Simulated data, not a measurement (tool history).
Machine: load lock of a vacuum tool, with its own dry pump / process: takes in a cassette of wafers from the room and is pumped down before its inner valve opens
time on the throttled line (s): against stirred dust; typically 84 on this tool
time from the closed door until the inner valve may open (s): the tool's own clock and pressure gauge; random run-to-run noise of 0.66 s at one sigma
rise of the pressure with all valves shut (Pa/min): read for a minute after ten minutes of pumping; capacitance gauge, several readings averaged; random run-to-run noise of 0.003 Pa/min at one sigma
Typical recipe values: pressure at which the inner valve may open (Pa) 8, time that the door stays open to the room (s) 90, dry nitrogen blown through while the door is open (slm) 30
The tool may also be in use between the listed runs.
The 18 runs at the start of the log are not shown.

run,hour,time on the throttled line (s),pressure at which the inner valve may open (Pa),time that the door stays open to the room (s),dry nitrogen blown through while the door is open (slm),"incoming humidity of the room's air, %",time from the closed door until the inner valve may open (s),rise of the pressure with all valves shut (Pa/min)
19,2826.0,84,10,183,28,48.1,145.8,0.379
20,2937.6,61,7,183,28,47.0,133.4,0.390
21,3098.6,61,7,183,28,47.3,131.0,0.393
22,3286.5,61,7,183,28,46.2,133.5,0.404
23,3456.6,61,7,183,28,46.4,132.8,0.414
24,3564.6,84,8,75,23,42.0,150.2,0.415
25,3686.1,84,8,75,23,45.7,149.6,0.417
26,3900.9,84,8,75,23,49.2,149.2,0.428
27,4106.9,84,8,75,23,47.9,148.5,0.455
28,4257.4,106,7,149,30,46.3,168.0,0.455
29,4380.5,106,7,149,30,42.2,167.5,0.461
30,4534.4,90,8,90,12,44.9,155.7,0.483
# hour 4740.4: door's seal changed, seat wiped
31,4740.4,99,11,92,37,44.1,158.1,0.016
32,4835.9,99,11,43,17,40.8,157.7,0.019
33,4992.9,53,8,232,9,47.0,126.3,0.046
34,5161.4,53,8,232,9,50.1,125.7,0.043
35,5301.8,53,8,232,9,46.0,127.1,0.047
36,5413.9,85,15,95,7,45.2,146.7,0.043

What if the next run were any one of these 5? Each begins from the tool's condition after run 36:
A,5565.5,84,14,90,42,43.5,?,?
B,5565.5,84,8,35,30,47.7,?,?
C,5565.5,90,8,30,15,46.0,?,?
D,5565.5,85,6,81,7,46.8,?,?
E,5565.5,60,15,66,7,46.9,?,?

run,time from the closed door until the inner valve may open (s),rise of the pressure with all valves shut (Pa/min)
A,144.8,0.022
B,149.9,0.019
C,154.8,0.022
D,153.9,0.043
E,126.7,0.040
Without the tool's hidden state the same runs would have given:
run,time from the closed door until the inner valve may open (s),rise of the pressure with all valves shut (Pa/min)
A,137.9,0.011
B,142.4,0.009
C,147.4,0.012
D,146.0,0.032
E,119.2,0.030

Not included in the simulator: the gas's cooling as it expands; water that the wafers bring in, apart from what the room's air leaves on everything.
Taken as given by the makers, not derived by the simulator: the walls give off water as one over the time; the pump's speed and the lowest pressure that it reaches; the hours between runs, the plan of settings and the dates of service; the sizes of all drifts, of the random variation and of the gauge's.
